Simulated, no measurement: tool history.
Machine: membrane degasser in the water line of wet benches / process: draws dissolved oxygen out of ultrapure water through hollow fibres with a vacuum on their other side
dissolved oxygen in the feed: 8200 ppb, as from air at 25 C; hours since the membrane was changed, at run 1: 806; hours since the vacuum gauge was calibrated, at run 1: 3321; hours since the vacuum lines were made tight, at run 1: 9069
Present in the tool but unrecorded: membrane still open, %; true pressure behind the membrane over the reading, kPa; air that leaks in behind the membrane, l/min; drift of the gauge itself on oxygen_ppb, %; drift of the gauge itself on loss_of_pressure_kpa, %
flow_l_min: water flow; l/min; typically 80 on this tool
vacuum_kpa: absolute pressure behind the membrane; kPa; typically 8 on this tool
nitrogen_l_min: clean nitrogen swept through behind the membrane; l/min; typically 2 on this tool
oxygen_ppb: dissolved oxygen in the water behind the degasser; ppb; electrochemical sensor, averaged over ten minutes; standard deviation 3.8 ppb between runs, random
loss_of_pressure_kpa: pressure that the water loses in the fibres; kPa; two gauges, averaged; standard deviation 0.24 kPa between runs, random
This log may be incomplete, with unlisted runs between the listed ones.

run	day	flow_l_min	vacuum_kpa	nitrogen_l_min	hours since the membrane was changed	hours since the vacuum gauge was calibrated	hours since the vacuum lines were made tight	oxygen_ppb	loss_of_pressure_kpa
1	0	80	8	2	806	3321	9069	380.7	64.02
2	2.704	80	8	0.87	871	3385	9134	670.4	64.06
3	4.296	80	8	1.36	909	3424	9172	506.9	64.38
4	5.779	80	8	1.36	945	3459	9208	502.8	63.97
5	8.667	80	8	1.36	1014	3529	9277	502	64.05
6	10.496	49	8	1.36	1058	3572	9321	344	39.65
7	13.325	111	8	2	1126	3640	9389	498.8	89.51
8	14.858	80	15.01	2	1163	3677	9426	882.5	64.2
9	17.05	80	8	2	1216	3730	9478	381.6	64.47
10	19.367	80	8	2	1271	3785	9534	379.7	64.84
11	21.454	71	8	0.88	1321	3835	9584	627.2	57.46
12	23.092	106	8	3.28	1361	3875	9623	330.2	85.4
13	24.846	80	16.73	1.53	1403	3917	9665	1205.7	64.99
14	26.562	80	16.73	1.53	1444	3958	9707	1204.1	64.94
15	27.858	56	8	3.03	1475	3989	9738	203.6	45.37
16	29.712	74	9.31	2.2	1519	4034	9782	424.2	59.96
17	31.929	74	9.31	2.2	1573	4087	9835	419.5	59.97
18	33.492	76	9.99	2.2	1610	4124	9873	469.5	62.1
19	35.962	108	13.49	2.53	1669	4184	9932	815.2	87.45
20	37.762	59	5	0.85	1713	4227	9975	221.7	47.73

Here are 5 independent what-if runs from the current tool condition. What would each one return?
A	39.458	80	9.89	2	1753	4268	10016	?	?
B	39.458	59	5	1.9	1753	4268	10016	?	?
C	39.458	59	5	1.25	1753	4268	10016	?	?
D	39.458	63	14.78	4.09	1753	4268	10016	?	?
E	39.458	59	5	4.31	1753	4268	10016	?	?

run	oxygen_ppb	loss_of_pressure_kpa
A	520.5	65.04
B	122.8	47.98
C	170.1	47.92
D	395.3	51.21
E	61.8	47.92
With no hidden state in the tool, these same runs would have given:
run	oxygen_ppb	loss_of_pressure_kpa
A	520.3	63.93
B	122.6	47.16
C	169.8	47.09
D	395.2	50.33
E	61.6	47.1

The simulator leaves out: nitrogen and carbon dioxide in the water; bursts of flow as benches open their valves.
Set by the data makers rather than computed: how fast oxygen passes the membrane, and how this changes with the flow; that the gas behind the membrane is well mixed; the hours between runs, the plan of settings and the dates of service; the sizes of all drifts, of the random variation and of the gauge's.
